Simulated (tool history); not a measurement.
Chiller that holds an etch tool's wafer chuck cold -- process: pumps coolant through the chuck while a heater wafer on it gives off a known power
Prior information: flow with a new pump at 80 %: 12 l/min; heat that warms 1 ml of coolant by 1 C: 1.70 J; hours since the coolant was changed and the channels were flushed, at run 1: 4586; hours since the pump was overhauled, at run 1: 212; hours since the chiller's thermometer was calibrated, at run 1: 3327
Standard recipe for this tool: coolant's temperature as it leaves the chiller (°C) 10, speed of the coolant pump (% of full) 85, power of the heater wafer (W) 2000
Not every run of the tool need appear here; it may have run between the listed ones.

run   hour  coolant's temperature as it leaves the chiller (°C)  speed of the coolant pump (% of full)  power of the heater wafer (W)  hours since the coolant was changed and the channels were flushed  hours since the pump was overhauled  hours since the chiller's thermometer was calibrated  chuck's temperature once it has settled (°C)  how much warmer the coolant comes back (C)
  1      0                                                   10                                     85                           2000                                                               4586                                  212                                                  3327                                          33.5                                         5.5
  2   41.5                                                   10                                     65                           2000                                                               4627                                  253                                                  3368                                          38.9                                        7.33
  3   74.4                                                   10                                     65                           2000                                                               4660                                  286                                                  3401                                          38.8                                        7.38
  4  119.3                                                   10                                     62                           2000                                                               4705                                  331                                                  3446                                          39.9                                        7.78
  5  143.4                                                   10                                     62                           1294                                                               4729                                  355                                                  3470                                          29.2                                        5.08
  6  164.7                                                   10                                     62                           1294                                                               4750                                  376                                                  3492                                          29.3                                        5.02
  7  192.7                                                   10                                     85                           2917                                                               4778                                  404                                                  3520                                          44.6                                        8.09
  8  239.2                                                   10                                     85                           2917                                                               4825                                  451                                                  3566                                          44.5                                        8.15
     243.2  -- chiller's thermometer calibrated
  9  266.5                                                   10                                     85                           1193                                                               4851                                  477                                                    23                                          24.4                                        3.28
 10  288.7                                                   10                                     85                           2484                                                               4873                                  499                                                    46                                          39.9                                        6.89
 11  310.1                                                   10                                     85                           2484                                                               4895                                  521                                                    67                                          39.6                                        6.91
 12  353.7                                                   10                                     78                           2000                                                               4938                                  564                                                   111                                          35.6                                        6.09
 13  376.4                                                   10                                     78                           2000                                                               4961                                  587                                                   133                                          35.6                                        6.12
 14  417.7                                                   10                                     78                           2000                                                               5002                                  628                                                   175                                          35.7                                        6.05
 15  457.2                                                   10                                     78                           2000                                                               5042                                  668                                                   214                                          35.6                                        6.08
 16  491.8                                                   10                                     73                           2000                                                               5076                                  703                                                   249                                            37                                        6.55
 17  531.2                                                   10                                     70                           1380                                                               5116                                  742                                                   288                                            29                                        4.78
 18  565.3                                                   10                                     77                           1615                                                               5150                                  776                                                   322                                          30.9                                        5.01
 19  610.4                                                    2                                     62                           1615                                                               5195                                  821                                                   367                                          26.6                                         6.3
 20  632.5                                                    2                                     62                           1615                                                               5217                                  843                                                   389                                          26.7                                         6.3
 21  671.7                                                   16                                     62                           2687                                                               5256                                  882                                                   429                                          56.9                                       10.63

Run 22 is up next; what results do you expect?
 22  698.3                                                    2                                     85                           2000                                                               5283                                  909                                                   455                                             ?                                           ?

{"run 22": {"chuck's temperature once it has settled (°C)": 26.2, "how much warmer the coolant comes back (C)": 5.53}}
Without the tool's hidden state the same run would have given chuck's temperature once it has settled (°C) 24.2, how much warmer the coolant comes back (C) 5.45.
